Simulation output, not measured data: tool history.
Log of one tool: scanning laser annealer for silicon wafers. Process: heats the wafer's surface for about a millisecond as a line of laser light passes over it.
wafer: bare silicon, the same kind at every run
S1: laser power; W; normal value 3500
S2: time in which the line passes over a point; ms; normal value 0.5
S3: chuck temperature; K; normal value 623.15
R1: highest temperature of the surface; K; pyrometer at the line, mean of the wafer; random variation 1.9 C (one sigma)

| run | hour | S1 | S2 | S3 | R1 |
|---|---|---|---|---|---|
| 1 | 0 | 3500 | 0.5 | 623.15 | 1339.15 |
| 2 | 10.1 | 3500 | 0.5 | 623.15 | 1338.15 |
| 3 | 16.7 | 3500 | 0.5 | 623.15 | 1338.15 |
| 4 | 25.7 | 3500 | 0.5 | 623.15 | 1341.15 |
| 5 | 30.9 | 3500 | 0.5 | 623.15 | 1341.15 |
| 6 | 41.6 | 3500 | 0.5 | 623.15 | 1338.15 |
| 7 | 46.2 | 3500 | 0.5 | 623.15 | 1338.15 |
| 8 | 56.8 | 3745 | 0.478 | 623.15 | 1383.15 |
| 9 | 66.9 | 3745 | 0.478 | 623.15 | 1381.15 |
|  | 69.8 | window over the wafer cleaned |
| 10 | 78.4 | 3745 | 0.478 | 623.15 | 1368.15 |
| 11 | 82.8 | 3500 | 0.439 | 623.15 | 1282.15 |
|  | 92.1 | window over the wafer cleaned, once more |
| 12 | 94.1 | 2994 | 0.449 | 586.15 | 1163.15 |
| 13 | 100.1 | 2994 | 0.449 | 586.15 | 1163.15 |

Forecast each of these 3 alternatives for the next run:
| A | 110.8 | 3505 | 0.368 | 618.15 | ? |
| B | 110.8 | 2994 | 0.449 | 645.15 | ? |
| C | 110.8 | 3500 | 0.463 | 623.15 | ? |

| run | R1 |
|---|---|
| A | 1247.15 |
| B | 1217.15 |
| C | 1326.15 |
Without the tool's hidden state the same runs would have given:
| run | R1 |
|---|---|
| A | 1267.15 |
| B | 1235.15 |
| C | 1348.15 |

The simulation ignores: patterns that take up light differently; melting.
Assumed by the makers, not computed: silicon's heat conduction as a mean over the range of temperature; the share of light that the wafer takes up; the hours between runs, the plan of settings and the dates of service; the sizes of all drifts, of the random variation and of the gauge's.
